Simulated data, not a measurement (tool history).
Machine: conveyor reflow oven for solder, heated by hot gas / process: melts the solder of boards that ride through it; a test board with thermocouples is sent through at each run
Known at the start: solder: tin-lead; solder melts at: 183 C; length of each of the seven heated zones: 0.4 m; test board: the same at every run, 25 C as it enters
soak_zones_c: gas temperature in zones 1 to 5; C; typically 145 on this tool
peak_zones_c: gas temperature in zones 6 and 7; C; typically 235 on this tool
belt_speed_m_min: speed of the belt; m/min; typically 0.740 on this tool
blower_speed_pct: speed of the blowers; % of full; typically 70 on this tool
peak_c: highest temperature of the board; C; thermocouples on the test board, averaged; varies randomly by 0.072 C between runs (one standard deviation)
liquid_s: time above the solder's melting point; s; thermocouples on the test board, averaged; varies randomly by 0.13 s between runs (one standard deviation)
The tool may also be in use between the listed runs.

run 1 hour=0.0 | soak_zones_c=145 peak_zones_c=235 belt_speed_m_min=0.740 blower_speed_pct=70 | peak_c=223.76 liquid_s=55.7
-- hour=11.4 thermocouples of zones 6 and 7 changed
run 2 hour=56.6 | soak_zones_c=145 peak_zones_c=235 belt_speed_m_min=0.740 blower_speed_pct=70 | peak_c=221.82 liquid_s=54.6
run 3 hour=88.9 | soak_zones_c=145 peak_zones_c=235 belt_speed_m_min=0.740 blower_speed_pct=70 | peak_c=221.91 liquid_s=54.9
run 4 hour=152.1 | soak_zones_c=145 peak_zones_c=235 belt_speed_m_min=0.740 blower_speed_pct=70 | peak_c=221.67 liquid_s=54.6
run 5 hour=193.3 | soak_zones_c=145 peak_zones_c=235 belt_speed_m_min=0.740 blower_speed_pct=70 | peak_c=221.87 liquid_s=54.7
run 6 hour=243.4 | soak_zones_c=145 peak_zones_c=235 belt_speed_m_min=0.740 blower_speed_pct=70 | peak_c=221.57 liquid_s=54.8
run 7 hour=306.9 | soak_zones_c=145 peak_zones_c=243 belt_speed_m_min=0.740 blower_speed_pct=70 | peak_c=228.54 liquid_s=58.2
-- hour=350.6 flux residue cleaned out of gas plates and filters
run 8 hour=352.6 | soak_zones_c=145 peak_zones_c=243 belt_speed_m_min=0.740 blower_speed_pct=70 | peak_c=229.89 liquid_s=59.2
run 9 hour=416.0 | soak_zones_c=145 peak_zones_c=235 belt_speed_m_min=0.740 blower_speed_pct=70 | peak_c=222.57 liquid_s=55.7
run 10 hour=450.2 | soak_zones_c=145 peak_zones_c=235 belt_speed_m_min=0.740 blower_speed_pct=70 | peak_c=222.56 liquid_s=55.6
run 11 hour=488.5 | soak_zones_c=145 peak_zones_c=235 belt_speed_m_min=0.740 blower_speed_pct=70 | peak_c=222.56 liquid_s=55.6
run 12 hour=533.8 | soak_zones_c=145 peak_zones_c=235 belt_speed_m_min=0.740 blower_speed_pct=65 | peak_c=221.41 liquid_s=55.0
run 13 hour=592.4 | soak_zones_c=145 peak_zones_c=235 belt_speed_m_min=0.740 blower_speed_pct=65 | peak_c=221.38 liquid_s=55.0
run 14 hour=637.5 | soak_zones_c=145 peak_zones_c=235 belt_speed_m_min=0.740 blower_speed_pct=65 | peak_c=221.19 liquid_s=54.7
run 15 hour=678.5 | soak_zones_c=145 peak_zones_c=235 belt_speed_m_min=0.740 blower_speed_pct=65 | peak_c=221.23 liquid_s=54.7
-- hour=700.7 flux residue cleaned out of gas plates and filters
run 16 hour=726.1 | soak_zones_c=158 peak_zones_c=247 belt_speed_m_min=0.740 blower_speed_pct=70 | peak_c=236.06 liquid_s=66.0
run 17 hour=763.8 | soak_zones_c=145 peak_zones_c=235 belt_speed_m_min=0.704 blower_speed_pct=65 | peak_c=223.89 liquid_s=59.7
-- hour=772.8 belt drive overhauled, speed set with a stopwatch
run 18 hour=797.6 | soak_zones_c=138 peak_zones_c=235 belt_speed_m_min=0.740 blower_speed_pct=70 | peak_c=222.69 liquid_s=54.2
run 19 hour=834.4 | soak_zones_c=138 peak_zones_c=235 belt_speed_m_min=0.740 blower_speed_pct=70 | peak_c=222.52 liquid_s=54.0
run 20 hour=894.9 | soak_zones_c=138 peak_zones_c=235 belt_speed_m_min=0.740 blower_speed_pct=70 | peak_c=222.46 liquid_s=54.1
-- hour=921.4 belt drive overhauled, speed set with a stopwatch, once more
run 21 hour=951.2 | soak_zones_c=145 peak_zones_c=235 belt_speed_m_min=0.679 blower_speed_pct=85 | peak_c=226.90 liquid_s=61.9
run 22 hour=1001.5 | soak_zones_c=136 peak_zones_c=237 belt_speed_m_min=0.614 blower_speed_pct=57 | peak_c=225.36 liquid_s=64.1
run 23 hour=1027.4 | soak_zones_c=136 peak_zones_c=237 belt_speed_m_min=0.614 blower_speed_pct=57 | peak_c=225.32 liquid_s=64.3
-- hour=1058.6 flux residue cleaned out of gas plates and filters
run 24 hour=1058.6 | soak_zones_c=136 peak_zones_c=237 belt_speed_m_min=0.614 blower_speed_pct=57 | peak_c=226.41 liquid_s=65.2
-- hour=1075.6 thermocouples of zones 6 and 7 changed
run 25 hour=1122.0 | soak_zones_c=136 peak_zones_c=237 belt_speed_m_min=0.614 blower_speed_pct=57 | peak_c=224.09 liquid_s=63.8
run 26 hour=1177.6 | soak_zones_c=137 peak_zones_c=235 belt_speed_m_min=0.740 blower_speed_pct=70 | peak_c=219.72 liquid_s=50.1
run 27 hour=1204.0 | soak_zones_c=137 peak_zones_c=235 belt_speed_m_min=0.740 blower_speed_pct=70 | peak_c=219.67 liquid_s=50.2
run 28 hour=1258.5 | soak_zones_c=145 peak_zones_c=235 belt_speed_m_min=0.649 blower_speed_pct=70 | peak_c=224.27 liquid_s=63.6
run 29 hour=1287.4 | soak_zones_c=145 peak_zones_c=235 belt_speed_m_min=0.649 blower_speed_pct=70 | peak_c=224.34 liquid_s=63.4
run 30 hour=1350.3 | soak_zones_c=145 peak_zones_c=235 belt_speed_m_min=0.649 blower_speed_pct=70 | peak_c=224.19 liquid_s=63.7

Predict each of these 3 candidate next runs independently; none follows another, all start after run 30:
run A hour=1403.4 | soak_zones_c=145 peak_zones_c=235 belt_speed_m_min=0.663 blower_speed_pct=82 | peak_c=? liquid_s=?
run B hour=1403.4 | soak_zones_c=145 peak_zones_c=232 belt_speed_m_min=0.766 blower_speed_pct=70 | peak_c=? liquid_s=?
run C hour=1403.4 | soak_zones_c=157 peak_zones_c=237 belt_speed_m_min=0.649 blower_speed_pct=70 | peak_c=? liquid_s=?

run=A peak_c=225.23 liquid_s=63.0
run=B peak_c=216.94 liquid_s=49.2
run=C peak_c=227.45 liquid_s=69.8
Had the tool no hidden state, the same runs would have come out as:
run=A peak_c=226.12 liquid_s=63.1
run=B peak_c=218.00 liquid_s=49.7
run=C peak_c=228.14 liquid_s=69.6
